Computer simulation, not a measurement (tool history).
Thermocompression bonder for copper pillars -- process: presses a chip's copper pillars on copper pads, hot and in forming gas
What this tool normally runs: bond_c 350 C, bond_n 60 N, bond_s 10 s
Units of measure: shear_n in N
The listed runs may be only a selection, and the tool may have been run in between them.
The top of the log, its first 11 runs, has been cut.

run,hour,bond_c,bond_n,bond_s,shear_n
12,159.9,350,60,10,48.5
13,171.7,352,60,10,48.3
# hour 174.4: force cell calibrated
14,190.5,350,60,10,47.1
15,205.8,350,60,10,47.7
16,223.9,373,60,7,50.1
17,239.5,349,43,17,41.1
18,252.2,350,67,18,63.9
19,265.1,350,67,18,64.2
20,280.3,350,67,18,64.1
# hour 282.8: force cell calibrated, once more
21,293.7,350,67,18,64.6
22,314.4,350,57,5,35.2
23,335.4,372,60,10,57.2
24,352.8,363,60,7,48.1
25,369.4,364,44,6,32.9
26,384.9,345,88,7,57.3
27,394.9,350,70,10,55
28,409.9,350,46,16,44.3
29,424.5,350,46,16,44.1
30,445.5,367,60,18,66.7

3 options for the next run, each taken on its own from the tool as it stands now. Forecast them:
A,461.9,376,60,12,?
B,461.9,367,70,17,?
C,461.9,348,59,18,?

run,shear_n
A,62.7
B,72.1
C,56.7
With no hidden state in the tool, these same runs would have given:
run,shear_n
A,62.4
B,72.1
C,56.1
